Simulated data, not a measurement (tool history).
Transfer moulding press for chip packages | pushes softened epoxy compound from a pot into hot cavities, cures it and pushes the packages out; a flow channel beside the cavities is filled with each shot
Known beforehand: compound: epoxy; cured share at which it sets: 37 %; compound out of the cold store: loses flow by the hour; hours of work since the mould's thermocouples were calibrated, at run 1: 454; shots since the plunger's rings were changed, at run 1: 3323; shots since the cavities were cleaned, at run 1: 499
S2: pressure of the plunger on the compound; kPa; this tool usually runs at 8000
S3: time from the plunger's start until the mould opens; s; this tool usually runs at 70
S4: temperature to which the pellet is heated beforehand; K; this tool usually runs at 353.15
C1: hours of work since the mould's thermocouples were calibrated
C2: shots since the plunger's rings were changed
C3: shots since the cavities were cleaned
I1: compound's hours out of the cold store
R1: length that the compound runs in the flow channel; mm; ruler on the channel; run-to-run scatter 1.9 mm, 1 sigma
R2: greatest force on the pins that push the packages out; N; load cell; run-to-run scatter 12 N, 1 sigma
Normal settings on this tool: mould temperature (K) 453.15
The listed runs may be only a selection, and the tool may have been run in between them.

{"run": 1, "day": 0.0, "mould temperature (K)": 453.15, "S2": 8000, "S3": 70, "S4": 353.15, "C1": 454, "C2": 3323, "C3": 499, "I1": 26.2, "R1": 882, "R2": 608}
{"day": 1.354, "done": "cavities cleaned with cleaning compound and waxed"}
{"day": 2.175, "done": "plunger's sealing rings changed"}
{"run": 2, "day": 2.4, "mould temperature (K)": 453.15, "S2": 8000, "S3": 70, "S4": 353.15, "C1": 476, "C2": 50, "C3": 209, "I1": 33.7, "R1": 846, "R2": 582}
{"run": 3, "day": 3.479, "mould temperature (K)": 453.15, "S2": 8000, "S3": 70, "S4": 353.15, "C1": 486, "C2": 289, "C3": 448, "I1": 20.9, "R1": 902, "R2": 649}
{"run": 4, "day": 4.654, "mould temperature (K)": 453.15, "S2": 8000, "S3": 70, "S4": 353.15, "C1": 498, "C2": 550, "C3": 709, "I1": 12, "R1": 957, "R2": 659}
{"day": 5.046, "done": "cavities cleaned with cleaning compound and waxed"}
{"run": 5, "day": 6.325, "mould temperature (K)": 449.15, "S2": 8000, "S3": 70, "S4": 353.15, "C1": 513, "C2": 907, "C3": 283, "I1": 11.5, "R1": 968, "R2": 853}
{"run": 6, "day": 7.871, "mould temperature (K)": 449.15, "S2": 8000, "S3": 70, "S4": 353.15, "C1": 528, "C2": 1250, "C3": 626, "I1": 9.8, "R1": 978, "R2": 880}
{"day": 8.554, "done": "cavities cleaned with cleaning compound and waxed"}
{"run": 7, "day": 9.025, "mould temperature (K)": 449.15, "S2": 8000, "S3": 70, "S4": 353.15, "C1": 539, "C2": 1492, "C3": 104, "I1": 8.7, "R1": 987, "R2": 872}
{"run": 8, "day": 10.192, "mould temperature (K)": 449.15, "S2": 8000, "S3": 70, "S4": 353.15, "C1": 550, "C2": 1751, "C3": 363, "I1": 11.4, "R1": 966, "R2": 881}
{"run": 9, "day": 11.817, "mould temperature (K)": 449.15, "S2": 8000, "S3": 70, "S4": 353.15, "C1": 566, "C2": 2111, "C3": 723, "I1": 25.8, "R1": 891, "R2": 815}
{"day": 12.075, "done": "cavities cleaned with cleaning compound and waxed"}
{"run": 10, "day": 13.712, "mould temperature (K)": 453.15, "S2": 8000, "S3": 70, "S4": 353.15, "C1": 584, "C2": 2518, "C3": 364, "I1": 15.8, "R1": 936, "R2": 632}
{"run": 11, "day": 14.638, "mould temperature (K)": 453.15, "S2": 8000, "S3": 70, "S4": 353.15, "C1": 593, "C2": 2723, "C3": 569, "I1": 27.1, "R1": 872, "R2": 611}
{"day": 15.583, "done": "cavities cleaned with cleaning compound and waxed"}
{"run": 12, "day": 16.617, "mould temperature (K)": 453.15, "S2": 8000, "S3": 70, "S4": 353.15, "C1": 611, "C2": 3148, "C3": 229, "I1": 37.2, "R1": 830, "R2": 590}
{"run": 13, "day": 18.375, "mould temperature (K)": 453.15, "S2": 8000, "S3": 70, "S4": 353.15, "C1": 628, "C2": 3538, "C3": 619, "I1": 38.7, "R1": 822, "R2": 558}
{"day": 19.188, "done": "cavities cleaned with cleaning compound and waxed"}
{"day": 19.633, "done": "plunger's sealing rings changed"}
{"run": 14, "day": 20.492, "mould temperature (K)": 453.15, "S2": 8000, "S3": 70, "S4": 353.15, "C1": 647, "C2": 192, "C3": 267, "I1": 31, "R1": 858, "R2": 584}
{"run": 15, "day": 21.567, "mould temperature (K)": 453.15, "S2": 9140, "S3": 77, "S4": 353.15, "C1": 657, "C2": 430, "C3": 505, "I1": 47.2, "R1": 840, "R2": 444}
{"day": 22.912, "done": "cavities cleaned with cleaning compound and waxed"}
{"run": 16, "day": 23.217, "mould temperature (K)": 453.15, "S2": 7910, "S3": 70, "S4": 353.15, "C1": 673, "C2": 781, "C3": 67, "I1": 43.7, "R1": 797, "R2": 581}
{"run": 17, "day": 24.942, "mould temperature (K)": 453.15, "S2": 7060, "S3": 70, "S4": 362.15, "C1": 690, "C2": 1165, "C3": 451, "I1": 28.6, "R1": 817, "R2": 592}
{"day": 26.417, "done": "cavities cleaned with cleaning compound and waxed"}
{"run": 18, "day": 26.854, "mould temperature (K)": 453.15, "S2": 7060, "S3": 70, "S4": 362.15, "C1": 707, "C2": 1574, "C3": 96, "I1": 41.3, "R1": 760, "R2": 564}
{"run": 19, "day": 28.725, "mould temperature (K)": 453.15, "S2": 7060, "S3": 70, "S4": 362.15, "C1": 726, "C2": 1990, "C3": 512, "I1": 23.1, "R1": 841, "R2": 592}
{"day": 29.933, "done": "cavities cleaned with cleaning compound and waxed"}
{"run": 20, "day": 30.067, "mould temperature (K)": 453.15, "S2": 8840, "S3": 98, "S4": 350.15, "C1": 738, "C2": 2273, "C3": 29, "I1": 46.2, "R1": 829, "R2": 295}
{"run": 21, "day": 32.25, "mould temperature (K)": 447.15, "S2": 8000, "S3": 80, "S4": 353.15, "C1": 759, "C2": 2757, "C3": 513, "I1": 20.6, "R1": 926, "R2": 652}
{"day": 33.571, "done": "cavities cleaned with cleaning compound and waxed"}
{"run": 22, "day": 33.583, "mould temperature (K)": 457.15, "S2": 8000, "S3": 80, "S4": 353.15, "C1": 771, "C2": 3039, "C3": 2, "I1": 12.4, "R1": 945, "R2": 350}

Predict the results of run 23:
{"run": 23, "day": 34.917, "mould temperature (K)": 461.15, "S2": 9120, "S3": 80, "S4": 354.15, "C1": 784, "C2": 3335, "C3": 298, "I1": 19.1, "R1": "?", "R2": "?"}

R1: 958 mm
R2: 311 N
With no hidden state in the tool, this same run would have given R1 959 mm, R2 310 N.

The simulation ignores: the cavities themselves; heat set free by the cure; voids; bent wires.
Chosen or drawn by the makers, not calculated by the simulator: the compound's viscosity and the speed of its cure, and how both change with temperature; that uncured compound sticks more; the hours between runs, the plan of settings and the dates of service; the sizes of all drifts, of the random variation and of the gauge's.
